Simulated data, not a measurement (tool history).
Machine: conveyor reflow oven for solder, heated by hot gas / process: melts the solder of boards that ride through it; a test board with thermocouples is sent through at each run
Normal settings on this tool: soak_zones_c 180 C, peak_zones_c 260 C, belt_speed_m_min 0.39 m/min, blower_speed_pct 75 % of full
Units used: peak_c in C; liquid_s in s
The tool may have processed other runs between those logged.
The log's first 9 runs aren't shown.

| run | day | soak_zones_c | peak_zones_c | belt_speed_m_min | blower_speed_pct | peak_c | liquid_s |
|---|---|---|---|---|---|---|---|
| 10 | 3.15 | 180 | 260 | 0.311 | 75 | 253.3 | 97 |
| 11 | 3.592 | 180 | 260 | 0.311 | 75 | 253.8 | 96.9 |
| 12 | 3.975 | 180 | 272 | 0.39 | 75 | 260.3 | 79.6 |
| 13 | 4.171 | 180 | 272 | 0.39 | 75 | 260.6 | 79.5 |
| 14 | 4.633 | 176 | 260 | 0.39 | 75 | 249.2 | 69.1 |
| 15 | 5.071 | 176 | 260 | 0.39 | 75 | 249 | 69.1 |
| 16 | 5.267 | 176 | 260 | 0.39 | 75 | 249.2 | 68.9 |
| 17 | 5.675 | 176 | 260 | 0.39 | 75 | 248.6 | 69.4 |
| 18 | 6.004 | 180 | 248 | 0.318 | 75 | 241.7 | 83.6 |
| 19 | 6.25 | 180 | 248 | 0.318 | 75 | 242.2 | 83.7 |
| 20 | 6.696 | 173 | 260 | 0.39 | 60 | 245.9 | 63.8 |
| 21 | 7.125 | 173 | 260 | 0.39 | 60 | 245.9 | 63.3 |

Forecast run 22:
|  | 7.467 | flux residue cleaned out of gas plates and filters |
| 22 | 7.767 | 173 | 260 | 0.39 | 60 | ? | ? |

Run 22 gave peak_c 247.6 C, liquid_s 65.9 s.
On a tool with no hidden condition, and with the same random variation, this run would have come out at peak_c 247.7 C, liquid_s 65.7 s.
